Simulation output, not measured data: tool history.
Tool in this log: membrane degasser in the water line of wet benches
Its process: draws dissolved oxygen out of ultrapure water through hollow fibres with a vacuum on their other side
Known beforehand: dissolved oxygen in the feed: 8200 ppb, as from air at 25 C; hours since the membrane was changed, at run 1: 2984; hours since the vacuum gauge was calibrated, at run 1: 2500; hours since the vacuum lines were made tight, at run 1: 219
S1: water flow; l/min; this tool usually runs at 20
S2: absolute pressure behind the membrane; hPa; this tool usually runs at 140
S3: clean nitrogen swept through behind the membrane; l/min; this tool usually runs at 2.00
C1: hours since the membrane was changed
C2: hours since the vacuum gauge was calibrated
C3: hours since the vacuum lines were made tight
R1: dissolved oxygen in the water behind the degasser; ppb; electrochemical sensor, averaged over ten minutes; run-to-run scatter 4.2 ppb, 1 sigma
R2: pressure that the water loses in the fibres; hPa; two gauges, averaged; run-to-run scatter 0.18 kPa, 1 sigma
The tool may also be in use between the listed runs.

run    hour  S1   S2    S3    C1    C2    C3      R1     R2
  1     0.0  20  140  2.00  2984  2500   219   417.5  325.7
  2   162.5  20  140  2.00  3146  2663   382   412.4  326.9
  3   304.6  12  140  2.00  3289  2805   524   201.7  197.3
  4   445.8  12  140  2.00  3430  2946   665   193.8  198.0
  5   653.2  20  140  3.89  3637  3154   873   303.1  325.9
  6   804.0  20  140  3.89  3788  3304  1023   301.2  324.0
  7  1013.4  20  140  3.89  3997  3514  1233   307.3  324.7
  8  1108.4  20  140  3.89  4092  3609  1328   310.8  322.2
     1215.7  -- vacuum gauge calibrated
  9  1299.4  24  140  2.00  4283    84  1518   539.0  388.8
 10  1428.4  24  140  2.00  4412   213  1647   543.4  385.5
 11  1569.6  24  140  2.00  4553   354  1789   544.9  389.1
 12  1701.8  16  140  2.00  4685   486  1921   300.5  253.9
 13  1807.5  16  140  2.00  4791   592  2026   301.7  256.1
 14  1966.7  20  140  2.00  4950   751  2186   423.3  320.3
 15  2096.2  23  210  0.94  5080   880  2315  1055.9  369.3
 16  2189.0  23  210  5.34  5173   973  2408   422.8  367.4
 17  2329.9  20  100  4.65  5313  1114  2549   241.3  319.4
 18  2501.0  19  120  1.59  5485  1285  2720   390.1  304.9
 19  2596.2  19  213  1.10  5580  1380  2815   789.7  300.1
 20  2790.4  19   88  3.57  5774  1575  3009   229.2  304.9
     2958.8  -- gauge calibrated
 21  2958.8  19   88  3.57  5942  1743  3178   226.1  312.1
 22  3126.5  19   95  3.67  6110  1911  3345   235.2  308.9
 23  3324.2  30  183  3.29  6308  2109  3543   694.3  493.3
 24  3522.6  14  344  0.82  6506  2307  3741  1111.8  228.3
 25  3673.9  14  344  2.68  6657  2458  3893   436.4  229.2
 26  3789.6  18  301  2.00  6773  2574  4009   654.7  293.3
 27  3887.3  18  301  2.00  6871  2672  4106   669.5  293.3

What if the next run were any one of these 3? Each begins from the tool's condition after run 27:
  A  4085.5  27  213  2.28  7069  2870  4304   ?   ?
  B  4085.5  25  290  1.07  7069  2870  4304   ?   ?
  C  4085.5  20   94  2.00  7069  2870  4304   ?   ?

run      R1     R2
  A   781.7  439.9
  B  1394.5  405.9
  C   317.9  323.6
With the hidden condition removed and each run's random variation left untouched, the same runs would have given:
run      R1     R2
  A   780.4  444.0
  B  1393.3  409.7
  C   317.0  326.6
